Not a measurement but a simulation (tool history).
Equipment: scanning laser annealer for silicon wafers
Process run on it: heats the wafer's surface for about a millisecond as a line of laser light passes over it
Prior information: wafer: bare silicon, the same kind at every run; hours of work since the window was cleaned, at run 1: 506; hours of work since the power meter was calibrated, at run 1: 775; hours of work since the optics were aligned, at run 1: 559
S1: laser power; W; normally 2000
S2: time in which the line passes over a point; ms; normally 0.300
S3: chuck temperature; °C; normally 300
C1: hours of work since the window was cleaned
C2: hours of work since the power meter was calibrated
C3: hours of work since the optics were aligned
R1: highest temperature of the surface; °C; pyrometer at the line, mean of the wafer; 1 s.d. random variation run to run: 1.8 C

run,day,S1,S2,S3,C1,C2,C3,R1
1,0.000,2000,0.300,300,506,775,559,1039
2,1.304,2000,0.300,300,528,796,581,1036
3,2.546,2000,0.300,300,549,817,602,1033
4,5.017,2000,0.300,316,590,859,644,1049
5,7.304,1720,0.300,300,629,898,683,914
6,8.975,1720,0.300,300,657,926,711,915
7,10.200,2000,0.300,300,678,946,731,1029
# day 10.521: window over the wafer cleaned
8,12.592,2000,0.300,300,35,985,770,1045
9,13.688,2000,0.300,300,53,1004,789,1046
10,16.096,2000,0.300,300,94,1044,829,1044
11,18.146,2000,0.300,300,129,1079,864,1040
12,20.612,2000,0.300,300,170,1121,905,1040
13,22.004,2000,0.271,300,194,1144,929,1003
14,23.425,2071,0.300,280,218,1168,953,1051
15,24.625,2123,0.300,328,238,1188,973,1117
16,25.679,1811,0.299,338,256,1206,991,996
17,27.604,2064,0.224,260,288,1238,1023,920
18,29.804,2064,0.224,260,325,1275,1060,919
19,30.846,2064,0.224,288,343,1293,1078,951
20,32.629,2064,0.224,288,373,1323,1108,949
21,35.012,2064,0.217,313,413,1363,1148,961
22,36.683,1910,0.312,273,441,1391,1176,978
23,37.808,1910,0.298,307,460,1410,1195,995
# day 38.675: optics aligned, line set to its width
24,40.183,1910,0.298,307,496,1447,25,1001
25,42.546,2000,0.300,337,536,1487,65,1069
26,43.788,2000,0.360,277,557,1508,86,1079

How would selected steps in R1 from run to run divide? Give the signed amount a tool lacking its hidden state would still show from settings, what came in and random variation, and the signed amount left for the hidden state, including any gauge scatter that is not in both of the compared results.
The hidden state here: light that passes the window, % of a clean one's; laser's true power over the reading, %; width of the line over the set one, %; drift of the gauge itself on peak_c, C.
Run 4 -> 5: S1 2000 -> 1720, S3 316 -> 300. R1 -135 °C: hidden state +3, all else -138.
Run 7 -> 8: window over the wafer cleaned. R1 +16 °C: hidden state +17, all else -1.
Run 15 -> 16: S1 2123 -> 1811, S2 0.300 -> 0.299, S3 328 -> 338. R1 -121 °C: hidden state +2, all else -123.
Run 23 -> 24: optics aligned, line set to its width. R1 +6 °C: hidden state +6, all else +0.
